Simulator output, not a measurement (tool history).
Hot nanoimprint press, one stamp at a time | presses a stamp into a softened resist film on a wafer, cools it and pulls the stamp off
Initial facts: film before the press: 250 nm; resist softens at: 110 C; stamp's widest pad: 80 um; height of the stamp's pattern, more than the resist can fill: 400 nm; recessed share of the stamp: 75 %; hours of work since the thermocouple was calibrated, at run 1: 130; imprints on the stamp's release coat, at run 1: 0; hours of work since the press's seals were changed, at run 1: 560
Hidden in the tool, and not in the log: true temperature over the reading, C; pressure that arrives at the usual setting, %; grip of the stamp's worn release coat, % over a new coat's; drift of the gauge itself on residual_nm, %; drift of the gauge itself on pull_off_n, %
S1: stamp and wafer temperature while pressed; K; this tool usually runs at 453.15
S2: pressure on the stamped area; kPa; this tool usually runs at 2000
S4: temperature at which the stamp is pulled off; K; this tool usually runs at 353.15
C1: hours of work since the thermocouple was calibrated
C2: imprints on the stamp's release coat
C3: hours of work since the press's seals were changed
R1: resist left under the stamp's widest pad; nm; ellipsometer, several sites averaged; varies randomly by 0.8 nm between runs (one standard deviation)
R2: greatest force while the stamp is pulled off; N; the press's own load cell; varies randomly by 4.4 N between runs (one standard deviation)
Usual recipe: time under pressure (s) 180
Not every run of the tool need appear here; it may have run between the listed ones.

Run 1, hour 0.0: usual settings; C1 130; C2 0; C3 560. Result: R1 106.7 nm, R2 213 N.
Run 2, hour 58.7: usual settings; C1 157; C2 86; C3 587. Result: R1 106.4 nm, R2 212 N.
Run 3, hour 99.2: usual settings; C1 176; C2 145; C3 606. Result: R1 108.1 nm, R2 219 N.
Run 4, hour 158.2: usual settings but S4 360.15 K; C1 204; C2 231; C3 634. Result: R1 107.7 nm, R2 184 N.
Run 5, hour 203.0: usual settings but S4 360.15 K; C1 225; C2 297; C3 655. Result: R1 109.8 nm, R2 191 N.
At hour 281.0: press's hydraulic seals changed and the load cell set to zero.
Run 6, hour 288.0: usual settings but S4 360.15 K; C1 261; C2 410; C3 3. Result: R1 108.6 nm, R2 195 N.
Run 7, hour 363.4: usual settings but S4 360.15 K; C1 297; C2 520; C3 39. Result: R1 109.8 nm, R2 195 N.
Run 8, hour 431.0: usual settings but S4 360.15 K; C1 329; C2 619; C3 71. Result: R1 109.7 nm, R2 203 N.
Run 9, hour 476.7: usual settings but S4 360.15 K; C1 350; C2 686; C3 92. Result: R1 112.7 nm, R2 208 N.
Run 10, hour 535.0: usual settings but S4 360.15 K; C1 378; C2 771; C3 120. Result: R1 111.3 nm, R2 209 N.
Run 11, hour 609.8: usual settings but S4 360.15 K; C1 413; C2 881; C3 155. Result: R1 113.1 nm, R2 208 N.
At hour 644.9: plate thermocouple calibrated.
Run 12, hour 651.3: usual settings but S4 360.15 K; C1 3; C2 937; C3 173. Result: R1 103.9 nm, R2 202 N.
Run 13, hour 714.5: usual settings; C1 33; C2 1030; C3 203. Result: R1 103.2 nm, R2 241 N.
Run 14, hour 772.9: usual settings but S1 459.15 K; C1 60; C2 1115; C3 230. Result: R1 75.8 nm, R2 249 N.
Run 15, hour 860.7: usual settings but S1 457.15 K; C1 102; C2 1244; C3 271. Result: R1 85.4 nm, R2 245 N.
Run 16, hour 932.0: usual settings but S1 457.15 K; C1 135; C2 1348; C3 305. Result: R1 86.8 nm, R2 248 N.
Run 17, hour 998.5: usual settings but S1 461.15 K, S2 2660 kPa, time under pressure (s) 100; C1 166; C2 1445; C3 336. Result: R1 78.6 nm, R2 255 N.
Run 18, hour 1070.5: usual settings but S2 2850 kPa; C1 200; C2 1551; C3 370. Result: R1 93.7 nm, R2 257 N.
Run 19, hour 1145.3: usual settings but S1 449.15 K, S2 1290 kPa, time under pressure (s) 213, S4 358.15 K; C1 236; C2 1660; C3 406. Result: R1 148.7 nm, R2 240 N.
Run 20, hour 1220.0: usual settings but S1 449.15 K; C1 271; C2 1770; C3 441. Result: R1 136.5 nm, R2 279 N.
Run 21, hour 1262.8: usual settings but S1 452.15 K, S4 346.15 K; C1 291; C2 1832; C3 461. Result: R1 117.9 nm, R2 302 N.
Run 22, hour 1333.7: usual settings but S1 452.15 K, S4 346.15 K; C1 324; C2 1936; C3 494. Result: R1 117.5 nm, R2 305 N.
Run 23, hour 1369.7: usual settings but S1 442.15 K, S2 2940 kPa, time under pressure (s) 207, S4 360.15 K; C1 341; C2 1989; C3 511. Result: R1 163.2 nm, R2 252 N.
At hour 1396.8: stamp cleaned and given a new release coat.
Run 24, hour 1441.0: usual settings but S1 442.15 K, S2 2940 kPa, time under pressure (s) 207, S4 360.15 K; C1 372; C2 65; C3 542. Result: R1 164.8 nm, R2 196 N.
Run 25, hour 1495.1: usual settings but S1 442.15 K, S2 2940 kPa, time under pressure (s) 207, S4 360.15 K; C1 397; C2 144; C3 567. Result: R1 164.2 nm, R2 188 N.

The next listed run, before its measurement:
At hour 1565.5: plate thermocouple calibrated.
Run 26, hour 1565.5: usual settings but S4 356.15 K; C1 0; C2 242; C3 599. Result: R1 ?, R2 ?.

{"run 26": {"R1": 103.2, "R2": 205}}
The same run, on a tool lacking any hidden state, would have yielded R1 101.9 nm, R2 198 N.
